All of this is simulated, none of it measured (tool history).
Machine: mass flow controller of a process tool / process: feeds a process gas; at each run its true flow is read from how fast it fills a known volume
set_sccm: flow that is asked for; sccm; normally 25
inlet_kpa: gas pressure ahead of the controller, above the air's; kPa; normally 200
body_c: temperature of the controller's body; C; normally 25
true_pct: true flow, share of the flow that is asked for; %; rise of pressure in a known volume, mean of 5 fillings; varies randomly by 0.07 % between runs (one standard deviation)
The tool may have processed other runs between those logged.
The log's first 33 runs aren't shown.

run      day  set_sccm  inlet_kpa  body_c  true_pct
 34  215.121        36        274      35     100.4
 35   219.65        25        200      32     99.84
 36  223.808         7        175      25     98.59
 37  232.308        10        179      39    100.11
 38  238.646        18        226      21     98.29
 39  245.133        18        226      21     98.37
 40   250.15        12        200      29     99.13
 41  256.275        12        200      29     99.09
 42  264.342        12        200      29     99.11
 43  268.875        20        200      33     99.72
 44  277.054        20        200      33     99.83
 45  284.121        20        200      33     99.72
 46  288.125        10        175      23     98.48
     291.758  -- controller's zero set anew
 47  296.671        14        269      26      98.5
 48  304.146         6        214      23     98.09
 49  310.821         6        214      23     98.18

Consider 4 possible next runs. They are alternatives, not a sequence: every one starts from the tool as it was left by run 49. What does each give?
  A  315.204        25        252      27         ?
  B  315.204        17        224      37         ?
  C  315.204         6        197      22         ?
  D  315.204         6        215      23         ?

run  true_pct
  A     99.27
  B    100.06
  C     98.08
  D     98.12
Take away the tool's hidden state, keep each run's random variation, and the runs would have read:
run  true_pct
  A     99.27
  B    100.05
  C     98.07
  D     98.11
